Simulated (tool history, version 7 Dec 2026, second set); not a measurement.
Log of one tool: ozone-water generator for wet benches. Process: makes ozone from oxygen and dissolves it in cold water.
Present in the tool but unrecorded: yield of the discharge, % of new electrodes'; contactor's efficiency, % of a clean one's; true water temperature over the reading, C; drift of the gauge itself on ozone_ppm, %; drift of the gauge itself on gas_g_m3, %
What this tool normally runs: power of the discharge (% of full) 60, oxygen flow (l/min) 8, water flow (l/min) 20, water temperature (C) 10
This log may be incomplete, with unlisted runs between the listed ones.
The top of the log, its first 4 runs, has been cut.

run	day	power of the discharge (% of full)	oxygen flow (l/min)	water flow (l/min)	water temperature (C)	hours of work since the electrodes were changed	hours of work since the contactor was cleaned	hours of work since the thermometer was calibrated	dissolved ozone (ppm)	ozone in the gas ahead of the water (g/m3)
5	2.708	60	8	20	10	365	1429	2461	32.8	188.2
6	3.562	85	8	20	10	380	1445	2477	42.3	244.7
7	4.521	60	8	16	10	398	1463	2495	37.7	186.5
8	5.762	60	8	20	13	421	1486	2518	31.1	188.9
9	6.667	60	8	20	10	438	1502	2535	32.8	188.3
10	7.754	60	8	20	10	458	1522	2555	32.4	187.8
11	8.954	60	8	20	10	480	1545	2577	32.6	189.4
12	9.488	60	8	20	10	490	1554	2587	32.5	189.9
13	10.129	60	5.65	20	10	502	1566	2599	33.2	231
14	11.342	60	5.65	20	9	524	1589	2621	33.6	232.6
15	12.2	60	8	18	10	540	1605	2637	34.5	187.6
16	12.962	60	8	18	10	554	1619	2651	35.1	188.9
17	13.704	60	8	18	10	568	1632	2665	34.3	187.8
18	14.325	60	11.43	20	14	579	1644	2676	28.7	151
19	15.625	60	10.24	20	14	603	1668	2700	29	162.9
20	16.554	98	8	20	13	621	1685	2717	44.7	269.4
21	17.112	42	14.25	20	6	631	1696	2728	24.9	102.6
22	17.838	68	12.86	20	11	644	1709	2741	32.7	154.2
23	18.938	60	6.18	20	10	665	1729	2762	33.1	220.9
24	19.896	60	4.26	20	13	682	1747	2779	31.3	273.7
25	21.096	60	4.26	20	13	705	1769	2802	31.5	276

Predict the results of run 26:
26	22.396	92	6.19	20	10	729	1793	2826	?	?

{"run 26": {"dissolved ozone (ppm)": 45.1, "ozone in the gas ahead of the water (g/m3)": 301.3}}
Minus the tool's unlogged condition, the same run would have read dissolved ozone (ppm) 45.2, ozone in the gas ahead of the water (g/m3) 301.4.
